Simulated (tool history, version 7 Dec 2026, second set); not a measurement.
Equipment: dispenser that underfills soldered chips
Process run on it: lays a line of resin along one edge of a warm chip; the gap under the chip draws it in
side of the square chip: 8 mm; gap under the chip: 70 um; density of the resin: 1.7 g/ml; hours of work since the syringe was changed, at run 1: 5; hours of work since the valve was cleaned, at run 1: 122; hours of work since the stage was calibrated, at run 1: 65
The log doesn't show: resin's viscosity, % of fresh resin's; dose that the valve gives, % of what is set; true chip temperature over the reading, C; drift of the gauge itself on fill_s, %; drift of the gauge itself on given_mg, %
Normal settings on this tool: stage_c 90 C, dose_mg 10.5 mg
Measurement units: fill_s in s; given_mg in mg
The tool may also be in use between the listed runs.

| run | hour | stage_c | dose_mg | hours of work since the syringe was changed | hours of work since the valve was cleaned | hours of work since the stage was calibrated | fill_s | given_mg |
|---|---|---|---|---|---|---|---|---|
| 1 | 0 | 90 | 10.5 | 5 | 122 | 65 | 111.6 | 9.57 |
| 2 | 2.8 | 83 | 10.5 | 7 | 124 | 67 | 178.5 | 9.65 |
|  | 7.1 | new syringe of resin |
| 3 | 8.2 | 90 | 10.5 | 1 | 128 | 71 | 81.9 | 9.51 |
| 4 | 11.4 | 100 | 10.5 | 3 | 131 | 73 | 62.1 | 9.56 |
| 5 | 13.8 | 90 | 10.5 | 5 | 133 | 75 | 110.7 | 9.58 |
| 6 | 17.1 | 90 | 10.5 | 7 | 135 | 77 | 133.2 | 9.42 |
|  | 21.3 | new syringe of resin |
| 7 | 22 | 90 | 13.4 | 1 | 138 | 81 | 74.6 | 12.04 |
| 8 | 25.8 | 90 | 13.4 | 3 | 141 | 83 | 92.6 | 12.23 |
|  | 28.6 | dispensing valve cleaned and set on the balance |
| 9 | 29.8 | 90 | 13.4 | 6 | 1 | 86 | 107.3 | 13.53 |
| 10 | 33.3 | 77 | 10.5 | 8 | 4 | 88 | 251.5 | 10.41 |
|  | 36.6 | new syringe of resin |
| 11 | 38.2 | 77 | 10.5 | 1 | 7 | 92 | 145.2 | 10.6 |
| 12 | 42.9 | 98 | 10.5 | 5 | 10 | 95 | 72.2 | 10.48 |
| 13 | 47.6 | 92 | 10.5 | 8 | 14 | 99 | 121.4 | 10.36 |
|  | 50.7 | new syringe of resin |
| 14 | 51.1 | 77 | 11.2 | 0 | 16 | 101 | 135.6 | 11.19 |
| 15 | 56.4 | 103 | 10.6 | 4 | 20 | 105 | 56.3 | 10.51 |
| 16 | 60.2 | 87 | 10.8 | 7 | 23 | 108 | 141.9 | 10.57 |
| 17 | 63 | 84 | 12.5 | 9 | 25 | 110 | 184.7 | 12.2 |
|  | 64.9 | new syringe of resin |
| 18 | 65.9 | 92 | 10.3 | 1 | 27 | 112 | 69.7 | 10.13 |
| 19 | 70.3 | 90 | 9.8 | 4 | 31 | 115 | 99.6 | 9.53 |
| 20 | 74.3 | 90 | 9.8 | 7 | 33 | 118 | 123.5 | 9.58 |
| 21 | 78.2 | 90 | 9.8 | 10 | 36 | 121 | 155.4 | 9.62 |
|  | 79.1 | new syringe of resin |
| 22 | 81 | 102 | 9.4 | 1 | 38 | 123 | 48.9 | 9.18 |

Forecast run 23:
| 23 | 83.3 | 102 | 9.4 | 3 | 40 | 125 | ? | ? |

Run 23 produced fill_s 56.1 s, given_mg 9.12 mg.
Had the tool carried no hidden state, the very same run would have given fill_s 44.6 s, given_mg 9.37 mg.
